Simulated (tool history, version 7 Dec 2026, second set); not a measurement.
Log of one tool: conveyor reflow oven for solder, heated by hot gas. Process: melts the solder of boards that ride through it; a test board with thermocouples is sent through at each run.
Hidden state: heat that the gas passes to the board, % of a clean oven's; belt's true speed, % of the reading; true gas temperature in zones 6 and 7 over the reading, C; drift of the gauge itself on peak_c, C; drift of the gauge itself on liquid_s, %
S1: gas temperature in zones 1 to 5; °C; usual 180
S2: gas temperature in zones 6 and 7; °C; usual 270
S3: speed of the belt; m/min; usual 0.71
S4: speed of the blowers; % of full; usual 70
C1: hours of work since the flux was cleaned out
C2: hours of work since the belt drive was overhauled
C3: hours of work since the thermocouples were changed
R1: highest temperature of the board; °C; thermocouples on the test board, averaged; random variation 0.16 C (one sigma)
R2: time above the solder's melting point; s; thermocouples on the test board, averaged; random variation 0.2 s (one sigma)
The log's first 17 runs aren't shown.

Run 18, hour 734.7: usual settings but S1 179 °C, S2 268 °C, S3 0.658 m/min, S4 72 % of full; C1 190; C2 152; C3 165. Result: R1 254.2 °C, R2 57.8 s.
Run 19, hour 793.9: usual settings but S1 182 °C, S2 262 °C, S4 62 % of full; C1 222; C2 184; C3 197. Result: R1 245.1 °C, R2 47.4 s.
Run 20, hour 828.5: usual settings but S1 182 °C, S2 262 °C, S3 0.695 m/min, S4 90 % of full; C1 240; C2 202; C3 216. Result: R1 250.4 °C, R2 54 s.
Run 21, hour 868.6: usual settings but S1 189 °C, S3 0.731 m/min; C1 262; C2 224; C3 237. Result: R1 253.7 °C, R2 55 s.
Run 22, hour 897.1: usual settings but S1 189 °C, S3 0.731 m/min; C1 277; C2 239; C3 253. Result: R1 253.5 °C, R2 54.3 s.
Run 23, hour 943.9: usual settings but S3 0.816 m/min, S4 68 % of full; C1 302; C2 264; C3 278. Result: R1 246.9 °C, R2 40.2 s.
Run 24, hour 973.8: usual settings but S3 0.816 m/min, S4 68 % of full; C1 318; C2 280; C3 294. Result: R1 246.7 °C, R2 40.7 s.
Run 25, hour 1008: usual settings but S1 188 °C; C1 337; C2 299; C3 312. Result: R1 254.2 °C, R2 56.9 s.
At hour 1041.1: flux residue cleaned out of gas plates and filters.
Run 26, hour 1054.7: usual settings but S1 194 °C; C1 7; C2 321; C3 335. Result: R1 258.3 °C, R2 61.7 s.
Run 27, hour 1082.7: usual settings but S1 179 °C, S2 282 °C; C1 22; C2 336; C3 350. Result: R1 265.6 °C, R2 59.7 s.
Run 28, hour 1143.1: usual settings but S1 167 °C, S2 282 °C, S3 0.676 m/min; C1 55; C2 369; C3 382. Result: R1 265.3 °C, R2 59 s.
Run 29, hour 1204.8: usual settings but S3 0.74 m/min; C1 88; C2 402; C3 415. Result: R1 253.8 °C, R2 51 s.
Run 30, hour 1241.7: usual settings but S3 0.691 m/min; C1 108; C2 422; C3 435. Result: R1 255.7 °C, R2 56.5 s.

Forecast each of these 4 alternatives for the next run:
Run A, hour 1284.4: usual settings but S1 187 °C, S2 258 °C, S3 0.691 m/min; C1 131; C2 445; C3 458. Result: R1 ?, R2 ?.
Run B, hour 1284.4: usual settings but S3 0.834 m/min; C1 131; C2 445; C3 458. Result: R1 ?, R2 ?.
Run C, hour 1284.4: usual settings; C1 131; C2 445; C3 458. Result: R1 ?, R2 ?.
Run D, hour 1284.4: usual settings but S3 0.691 m/min, S4 65 % of full; C1 131; C2 445; C3 458. Result: R1 ?, R2 ?.

run     R1    R2
  A  246.9  53.2
  B  249.1  41.4
  C  254.9  54.3
  D  254.6  55.8
Without the tool's hidden state the same runs would have given:
run     R1    R2
  A  246.1  52.4
  B  248.8    41
  C  254.3  53.5
  D  253.9    55

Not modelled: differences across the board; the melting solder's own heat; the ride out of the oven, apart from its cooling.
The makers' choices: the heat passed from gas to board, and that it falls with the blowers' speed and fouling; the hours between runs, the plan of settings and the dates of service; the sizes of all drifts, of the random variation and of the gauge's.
